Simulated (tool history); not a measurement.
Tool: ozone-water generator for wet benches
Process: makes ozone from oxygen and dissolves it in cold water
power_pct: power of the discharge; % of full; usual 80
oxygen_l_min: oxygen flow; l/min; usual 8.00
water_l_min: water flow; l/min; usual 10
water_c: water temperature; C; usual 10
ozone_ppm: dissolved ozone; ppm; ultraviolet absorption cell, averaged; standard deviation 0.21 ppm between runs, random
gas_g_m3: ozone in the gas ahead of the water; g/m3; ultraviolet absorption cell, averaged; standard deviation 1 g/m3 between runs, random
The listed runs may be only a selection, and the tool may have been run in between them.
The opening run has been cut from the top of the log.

run 2 day=6.104 | power_pct=80 oxygen_l_min=8.00 water_l_min=10 water_c=10 | ozone_ppm=30.4 gas_g_m3=183.1
run 3 day=11.067 | power_pct=80 oxygen_l_min=8.00 water_l_min=10 water_c=10 | ozone_ppm=30.8 gas_g_m3=185.4
run 4 day=15.221 | power_pct=80 oxygen_l_min=8.00 water_l_min=10 water_c=16 | ozone_ppm=27.0 gas_g_m3=182.4
run 5 day=18.842 | power_pct=80 oxygen_l_min=8.00 water_l_min=9 water_c=10 | ozone_ppm=32.9 gas_g_m3=184.6
run 6 day=22.725 | power_pct=80 oxygen_l_min=8.00 water_l_min=7 water_c=10 | ozone_ppm=38.3 gas_g_m3=183.1
run 7 day=27.829 | power_pct=80 oxygen_l_min=8.00 water_l_min=11 water_c=10 | ozone_ppm=28.7 gas_g_m3=183.1
run 8 day=32.675 | power_pct=80 oxygen_l_min=8.00 water_l_min=11 water_c=7 | ozone_ppm=30.5 gas_g_m3=184.7
run 9 day=37.350 | power_pct=80 oxygen_l_min=6.13 water_l_min=10 water_c=10 | ozone_ppm=32.9 gas_g_m3=214.3
run 10 day=43.596 | power_pct=84 oxygen_l_min=8.00 water_l_min=10 water_c=10 | ozone_ppm=32.2 gas_g_m3=190.7
run 11 day=48.750 | power_pct=84 oxygen_l_min=8.00 water_l_min=10 water_c=10 | ozone_ppm=31.9 gas_g_m3=191.0
run 12 day=54.671 | power_pct=84 oxygen_l_min=8.00 water_l_min=10 water_c=10 | ozone_ppm=32.2 gas_g_m3=193.4
run 13 day=59.829 | power_pct=84 oxygen_l_min=8.00 water_l_min=10 water_c=10 | ozone_ppm=31.6 gas_g_m3=193.2
run 14 day=65.325 | power_pct=84 oxygen_l_min=8.00 water_l_min=10 water_c=10 | ozone_ppm=31.9 gas_g_m3=193.5
run 15 day=69.725 | power_pct=84 oxygen_l_min=8.00 water_l_min=10 water_c=10 | ozone_ppm=32.0 gas_g_m3=193.0
run 16 day=73.117 | power_pct=80 oxygen_l_min=8.00 water_l_min=10 water_c=10 | ozone_ppm=31.0 gas_g_m3=187.0
run 17 day=79.492 | power_pct=80 oxygen_l_min=8.00 water_l_min=10 water_c=10 | ozone_ppm=31.1 gas_g_m3=184.4
run 18 day=83.742 | power_pct=75 oxygen_l_min=8.00 water_l_min=10 water_c=10 | ozone_ppm=29.1 gas_g_m3=176.7
run 19 day=89.321 | power_pct=58 oxygen_l_min=7.94 water_l_min=10 water_c=10 | ozone_ppm=23.7 gas_g_m3=145.0
run 20 day=95.712 | power_pct=80 oxygen_l_min=8.00 water_l_min=10 water_c=12 | ozone_ppm=29.4 gas_g_m3=185.4
run 21 day=98.633 | power_pct=56 oxygen_l_min=6.50 water_l_min=10 water_c=10 | ozone_ppm=24.3 gas_g_m3=156.5
run 22 day=103.842 | power_pct=65 oxygen_l_min=10.34 water_l_min=9 water_c=6 | ozone_ppm=28.4 gas_g_m3=135.7

Forecast run 23:
run 23 day=108.638 | power_pct=65 oxygen_l_min=10.34 water_l_min=9 water_c=6 | ozone_ppm=? gas_g_m3=?

ozone_ppm: 28.6 ppm
gas_g_m3: 135.9 g/m3
If the tool had no hidden condition, the same run with the same run-to-run variation would have returned ozone_ppm 28.7 ppm, gas_g_m3 133.2 g/m3.
